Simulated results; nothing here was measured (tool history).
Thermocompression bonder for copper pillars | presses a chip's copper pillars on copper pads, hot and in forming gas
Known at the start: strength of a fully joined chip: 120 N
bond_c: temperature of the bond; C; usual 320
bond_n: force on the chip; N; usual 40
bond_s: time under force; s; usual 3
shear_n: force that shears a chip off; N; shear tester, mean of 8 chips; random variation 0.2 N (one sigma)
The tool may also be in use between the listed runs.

| run | hour | bond_c | bond_n | bond_s | shear_n |
|---|---|---|---|---|---|
| 1 | 0.0 | 320 | 40 | 3 | 77.1 |
| 2 | 51.3 | 320 | 40 | 3 | 77.4 |
| 3 | 78.8 | 320 | 40 | 3 | 77.4 |
| 4 | 111.2 | 320 | 40 | 3 | 76.8 |
| 5 | 145.8 | 320 | 40 | 3 | 76.8 |
| 6 | 188.0 | 320 | 40 | 6 | 90.9 |
| 7 | 212.4 | 320 | 40 | 6 | 90.7 |
| 8 | 268.0 | 320 | 40 | 6 | 88.2 |
| 9 | 307.0 | 320 | 40 | 6 | 90.6 |
| 10 | 344.5 | 320 | 40 | 6 | 90.9 |
| 11 | 388.8 | 320 | 40 | 6 | 90.5 |
| 12 | 440.0 | 320 | 44 | 3 | 80.7 |
| 13 | 474.3 | 325 | 28 | 3 | 58.8 |
| 14 | 509.5 | 325 | 28 | 3 | 58.8 |
| 15 | 535.2 | 328 | 35 | 4 | 78.8 |
| 16 | 579.2 | 336 | 30 | 2 | 60.6 |
| 17 | 615.6 | 337 | 35 | 3 | 80.6 |
| 18 | 656.9 | 345 | 40 | 5 | 101.3 |
| 19 | 704.0 | 345 | 40 | 5 | 101.6 |
| 20 | 728.1 | 320 | 40 | 5 | 88.1 |
| 21 | 762.7 | 320 | 33 | 3 | 66.0 |
| 22 | 795.4 | 303 | 58 | 5 | 96.3 |
| 23 | 832.9 | 297 | 42 | 2 | 55.6 |

Not shown: 3 entries that the log had between the listed runs. Between which runs, and how does the tool's hidden state differ before and after?
Between runs 7 and 8: heater calibrated with a thermocouple chip (hour 226.7)
  true temperature of the bond over the reading, C: 3.8 -> -0.2; force that reaches the chip, % of what is set: 101.1 -> 101.3; oxide that the forming gas leaves, % of the face: 2.83 -> 3.42
  measured less the result without the state, shear_n: +0.8 -> -2.1 N
Between runs 8 and 9: forming gas filter changed (hour 298.1)
  true temperature of the bond over the reading, C: -0.2 -> 0; force that reaches the chip, % of what is set: 101.3 -> 101.4; oxide that the forming gas leaves, % of the face: 3.42 -> 0.61
  measured less the result without the state, shear_n: -2.1 -> +0.6 N
Between runs 16 and 17: forming gas filter changed (hour 595.1)
  true temperature of the bond over the reading, C: 1.3 -> 1.4; force that reaches the chip, % of what is set: 102.2 -> 102.3; oxide that the forming gas leaves, % of the face: 3.38 -> 0.82
  measured less the result without the state, shear_n: +0.1 -> +2.0 N
